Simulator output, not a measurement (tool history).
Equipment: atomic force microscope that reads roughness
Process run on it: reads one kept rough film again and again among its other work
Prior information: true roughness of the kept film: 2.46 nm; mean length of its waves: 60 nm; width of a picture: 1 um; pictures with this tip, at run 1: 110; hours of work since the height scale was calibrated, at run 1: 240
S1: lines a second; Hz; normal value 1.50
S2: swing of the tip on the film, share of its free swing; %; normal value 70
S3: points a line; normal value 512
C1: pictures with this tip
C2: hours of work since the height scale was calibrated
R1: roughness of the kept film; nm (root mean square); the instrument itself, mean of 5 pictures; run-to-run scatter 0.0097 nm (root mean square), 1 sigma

run,day,S1,S2,S3,C1,C2,R1
1,0.000,1.50,70,512,110,240,2.169
2,0.796,1.50,70,489,131,252,2.151
3,1.433,1.50,70,512,148,262,2.149
4,2.204,1.50,70,512,168,274,2.154
5,2.558,1.50,70,512,178,280,2.155
6,3.188,1.50,70,512,195,289,2.126
7,3.988,1.50,70,512,216,302,2.127
8,4.504,1.50,87,512,230,310,1.913
# day 5.183: new tip fitted
9,5.183,0.81,87,512,0,320,2.155
10,5.617,1.50,84,512,12,326,2.021
11,6.275,1.50,70,512,29,337,2.189
12,6.771,1.50,64,512,42,344,2.244
13,7.417,1.50,64,512,60,354,2.229
14,8.021,1.50,64,512,76,363,2.230
15,8.358,1.50,64,512,85,369,2.211
16,8.783,1.50,64,512,96,375,2.215
17,9.558,1.50,64,512,117,387,2.213

Predict the results of run 18:
# day 9.654: height scale calibrated on a step standard
18,10.217,1.50,64,512,133,9,?

{"run 18": {"R1": 2.19}}
With the hidden condition absent and the run-to-run variation left alone, this run would have shown R1 2.278 nm (root mean square).
